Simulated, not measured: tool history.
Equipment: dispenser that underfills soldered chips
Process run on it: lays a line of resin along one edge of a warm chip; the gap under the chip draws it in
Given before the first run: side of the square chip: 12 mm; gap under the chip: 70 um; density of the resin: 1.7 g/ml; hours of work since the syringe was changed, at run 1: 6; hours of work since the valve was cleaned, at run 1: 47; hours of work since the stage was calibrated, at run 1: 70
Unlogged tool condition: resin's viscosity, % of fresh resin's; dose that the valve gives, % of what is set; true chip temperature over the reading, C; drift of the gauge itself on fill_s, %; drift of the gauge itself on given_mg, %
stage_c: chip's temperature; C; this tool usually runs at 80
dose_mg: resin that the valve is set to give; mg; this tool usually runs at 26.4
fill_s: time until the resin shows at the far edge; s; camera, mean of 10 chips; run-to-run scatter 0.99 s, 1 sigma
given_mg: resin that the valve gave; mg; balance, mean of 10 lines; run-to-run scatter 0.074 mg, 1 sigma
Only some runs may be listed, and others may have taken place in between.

run   hour  stage_c  dose_mg  hours of work since the syringe was changed  hours of work since the valve was cleaned  hours of work since the stage was calibrated  fill_s  given_mg
  1      0       80     26.4                                            6                                         47                                            70   118.9     25.79
       1.4  -- new syringe of resin
  2    5.5       75     26.4                                            3                                         50                                            74   124.2      25.7
      11.1  -- new syringe of resin
  3   11.1       75     26.4                                            0                                         54                                            78   115.9      25.8
  4   14.3       80     26.4                                            2                                         57                                            80   101.1     25.53
  5   18.9       72     26.4                                            6                                         60                                            84   162.4     25.56
        21  -- new syringe of resin
  6   22.2       80     26.4                                            1                                         62                                            86    97.2     25.61
  7   26.9       91     26.4                                            4                                         65                                            89    71.7      25.5
      30.9  -- new syringe of resin
  8   31.8       91     26.4                                            1                                         69                                            92    61.4     25.39
  9   34.2       91     26.4                                            2                                         71                                            94    66.2     25.47
 10   38.1       91     26.4                                            5                                         73                                            97    73.8     25.28
      39.4  -- dispensing valve cleaned and set on the balance
      41.8  -- new syringe of resin
 11   43.6       91     27.7                                            1                                          3                                           100    62.5     27.62
 12   46.9       91     27.7                                            4                                          5                                           103    69.1     27.52
      51.4  -- new syringe of resin
 13   51.4       91     27.7                                            0                                          8                                           106      59     27.55
 14   54.3       91     27.7                                            2                                         10                                           108      63     27.45
 15   59.2       91     27.7                                            6                                         14                                           111    74.2     27.43
      61.2  -- new syringe of resin
 16   63.4       91     27.7                                            2                                         17                                           114    63.1     27.55
 17   65.7       91     27.7                                            3                                         18                                           116    66.3     27.33
        71  -- new syringe of resin
 18   71.2       80     23.9                                            0                                         22                                           120    93.9     23.73
 19   74.7       67     26.8                                            3                                         25                                           122   169.5     26.49
 20   78.4       67     26.8                                            5                                         27                                           125   189.2     26.41
      80.7  -- new syringe of resin
 21   82.1       95     27.8                                            1                                         30                                           127    53.7     27.35
 22   84.4       80       28                                            3                                         32                                           129   101.2     27.54
 23   88.1       80       28                                            5                                         34                                           132   113.4     27.48
      90.6  -- new syringe of resin
 24   91.9       80       28                                            1                                         37                                           134    94.9     27.45
 25     96       73     26.4                                            4                                         40                                           137   142.4     25.97
 26   98.5       79     23.6                                            6                                         42                                           139     120     23.15
     100.2  -- new syringe of resin
 27  101.4       74     25.8                                            1                                         44                                           141   118.6     25.16
 28  104.8       76     23.8                                            3                                         46                                           143   124.4     23.28
 29  107.8       76     23.8                                            6                                         48                                           145     135     23.24
       110  -- new syringe of resin
 30    112       76     23.8                                            1                                         51                                           148   116.2     23.18
 31  115.9       79     30.9                                            4                                         54                                           151   111.1      30.1
     119.9  -- new syringe of resin
 32  120.3       95     24.3                                            0                                         57                                           154    51.8     23.58
 33  125.4       80     26.1                                            4                                         60                                           158   105.3     25.37
 34  127.5       89     26.1                                            6                                         62                                           159    80.1     25.28
     129.5  -- new syringe of resin
 35  130.2       67       27                                            0                                         64                                           161   154.6     26.14

Below are 4 alternative next runs, each starting from the tool's condition after run 35. Predict each:
  A  132.6       69     31.8                                            2                                         66                                           163       ?         ?
  B  132.6       92     26.4                                            2                                         66                                           163       ?         ?
  C  132.6       69     26.4                                            2                                         66                                           163       ?         ?
  D  132.6       67     31.8                                            2                                         66                                           163       ?         ?

run  fill_s  given_mg
  A   152.4     30.81
  B    61.8     25.41
  C   156.4     25.59
  D   166.2      30.8
With the hidden condition removed and each run's random variation left untouched, the same runs would have given:
run  fill_s  given_mg
  A   146.3     31.84
  B    58.8     26.26
  C   149.6     26.44
  D   159.6     31.82
